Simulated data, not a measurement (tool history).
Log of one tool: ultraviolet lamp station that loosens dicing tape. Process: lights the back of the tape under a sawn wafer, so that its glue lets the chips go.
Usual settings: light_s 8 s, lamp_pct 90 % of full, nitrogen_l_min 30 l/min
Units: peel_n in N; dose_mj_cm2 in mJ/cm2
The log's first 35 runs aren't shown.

| run | hour | light_s | lamp_pct | nitrogen_l_min | peel_n | dose_mj_cm2 |
|---|---|---|---|---|---|---|
| 36 | 264.1 | 6 | 60 | 51 | 0.896 | 172 |
| 37 | 274.6 | 7 | 90 | 21 | 0.56 | 297 |
| 38 | 284.2 | 7 | 90 | 19 | 0.618 | 294 |
| 39 | 290.9 | 10 | 86 | 60 | 0.225 | 410 |
| 40 | 298.4 | 10 | 70 | 13 | 0.64 | 323 |
| 41 | 306.4 | 5 | 69 | 32 | 1.173 | 161 |
| 42 | 311.3 | 5 | 69 | 32 | 1.187 | 160 |
| 43 | 317.5 | 6 | 71 | 25 | 0.95 | 201 |

Forecast each of these 4 alternatives for the next run:
| A | 327.9 | 8 | 71 | 25 | ? | ? |
| B | 327.9 | 4 | 71 | 16 | ? | ? |
| C | 327.9 | 6 | 71 | 50 | ? | ? |
| D | 327.9 | 6 | 61 | 16 | ? | ? |

| run | peel_n | dose_mj_cm2 |
|---|---|---|
| A | 0.606 | 268 |
| B | 1.933 | 136 |
| C | 0.707 | 198 |
| D | 1.514 | 170 |
Without the tool's hidden state the same runs would have given:
| run | peel_n | dose_mj_cm2 |
|---|---|---|
| A | 0.605 | 268 |
| B | 1.932 | 136 |
| C | 0.706 | 199 |
| D | 1.512 | 170 |
